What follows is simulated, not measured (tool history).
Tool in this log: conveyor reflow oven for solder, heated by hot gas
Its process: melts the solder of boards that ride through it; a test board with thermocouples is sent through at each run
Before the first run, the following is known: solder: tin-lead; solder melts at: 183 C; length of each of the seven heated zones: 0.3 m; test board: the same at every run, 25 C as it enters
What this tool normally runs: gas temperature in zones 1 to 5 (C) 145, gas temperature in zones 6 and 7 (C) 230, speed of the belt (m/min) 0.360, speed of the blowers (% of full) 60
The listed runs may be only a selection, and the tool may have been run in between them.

run,day,gas temperature in zones 1 to 5 (C),gas temperature in zones 6 and 7 (C),speed of the belt (m/min),speed of the blowers (% of full),highest temperature of the board (C),time above the solder's melting point (s)
1,0.000,145,230,0.360,60,215.4,76.6
2,0.612,145,230,0.360,60,215.6,77.2
3,1.221,145,230,0.344,60,216.7,82.2
4,1.738,145,230,0.360,60,216.0,78.0
5,2.150,145,230,0.360,60,215.6,77.4
6,2.800,145,230,0.360,60,215.1,76.2
7,3.196,145,230,0.360,60,215.8,77.7
8,3.967,145,230,0.360,60,214.9,76.4
9,4.308,145,230,0.360,60,215.2,76.0
10,4.950,145,230,0.360,60,214.8,77.1
11,5.296,145,230,0.360,60,214.3,75.7
12,5.650,145,230,0.360,60,215.6,76.5
13,6.096,145,230,0.360,60,214.8,75.7
14,6.683,145,230,0.360,60,215.0,76.4
15,7.346,145,230,0.360,60,214.9,76.5
16,7.996,145,230,0.308,60,218.8,96.1
17,8.517,146,230,0.421,60,210.4,58.6
18,9.292,146,230,0.421,60,209.7,59.6
19,9.950,145,228,0.360,67,213.6,74.8
20,10.271,145,228,0.360,67,214.0,74.5
21,10.742,145,228,0.360,67,213.3,75.5
22,11.521,145,228,0.360,67,212.8,75.4
23,12.212,131,237,0.360,67,218.7,74.0
24,12.838,131,221,0.360,67,204.8,56.6
25,13.558,131,221,0.360,67,204.6,56.3
26,14.104,131,221,0.360,67,204.7,57.6
27,14.462,145,238,0.320,60,224.5,97.3

Estimate the outcome of run 28 from the log above:
28,15.238,133,220,0.298,68,?,?

Run 28 gave highest temperature of the board (C) 209.2, time above the solder's melting point (s) 80.6.
With the hidden condition absent and the run-to-run variation left alone, this run would have shown highest temperature of the board (C) 211.6, time above the solder's melting point (s) 85.0.
